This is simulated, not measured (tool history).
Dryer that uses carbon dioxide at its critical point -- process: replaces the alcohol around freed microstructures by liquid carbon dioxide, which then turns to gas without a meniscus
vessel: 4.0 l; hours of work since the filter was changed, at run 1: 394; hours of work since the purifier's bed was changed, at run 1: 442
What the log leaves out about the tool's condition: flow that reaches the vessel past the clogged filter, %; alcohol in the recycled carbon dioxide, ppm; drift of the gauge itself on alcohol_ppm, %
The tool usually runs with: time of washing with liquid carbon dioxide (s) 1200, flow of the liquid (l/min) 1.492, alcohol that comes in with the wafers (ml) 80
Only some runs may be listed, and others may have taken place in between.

run,hour,time of washing with liquid carbon dioxide (s),flow of the liquid (l/min),alcohol that comes in with the wafers (ml),hours of work since the filter was changed,hours of work since the purifier's bed was changed,alcohol left in the vessel before it's heated (ppm by volume)
1,0.0,1200,1.492,80,394,442,159
2,21.3,1200,1.492,80,404,452,156
3,46.9,1200,1.492,80,416,464,165
4,71.4,1200,1.492,80,428,476,161
5,83.5,1200,1.492,80,433,481,167
6,98.4,1200,1.492,80,440,488,170
7,116.2,1200,1.492,80,449,497,163
8,129.7,1200,1.492,80,455,503,172
9,152.5,1200,1.492,80,466,514,169
10,173.9,1200,1.492,116,476,524,189
11,193.0,1200,1.492,116,485,533,192
12,214.2,1200,1.492,116,495,543,198
# hour 219.8: purifier's bed changed
13,235.1,1200,1.492,116,503,7,46
14,261.4,1200,1.492,80,516,20,42
15,287.6,1200,1.492,80,528,32,27
16,302.7,1200,1.492,80,535,39,39
17,318.3,1200,1.492,80,543,46,40
18,330.9,1200,1.492,80,548,52,46
19,353.3,1800,2.330,70,559,63,33
20,378.3,1800,2.330,70,571,75,29
21,390.5,1800,1.200,53,577,80,38
# hour 405.5: inlet filter changed
22,414.7,840,1.100,87,4,91,581
23,437.5,1200,2.470,27,15,102,44
24,463.4,900,2.470,27,27,114,42
25,480.1,1560,1.370,71,35,122,43
26,499.3,1560,1.370,71,44,131,45
27,512.8,1200,1.410,50,50,137,60
28,538.3,1200,1.492,49,63,149,47

Run 29 has not been measured yet. What should we expect?
29,552.1,1200,1.900,27,69,156,?

alcohol left in the vessel before it's heated (ppm by volume): 42
Were there no unlogged condition in the tool, this run, its random variation unchanged, would have produced alcohol left in the vessel before it's heated (ppm by volume) 0.

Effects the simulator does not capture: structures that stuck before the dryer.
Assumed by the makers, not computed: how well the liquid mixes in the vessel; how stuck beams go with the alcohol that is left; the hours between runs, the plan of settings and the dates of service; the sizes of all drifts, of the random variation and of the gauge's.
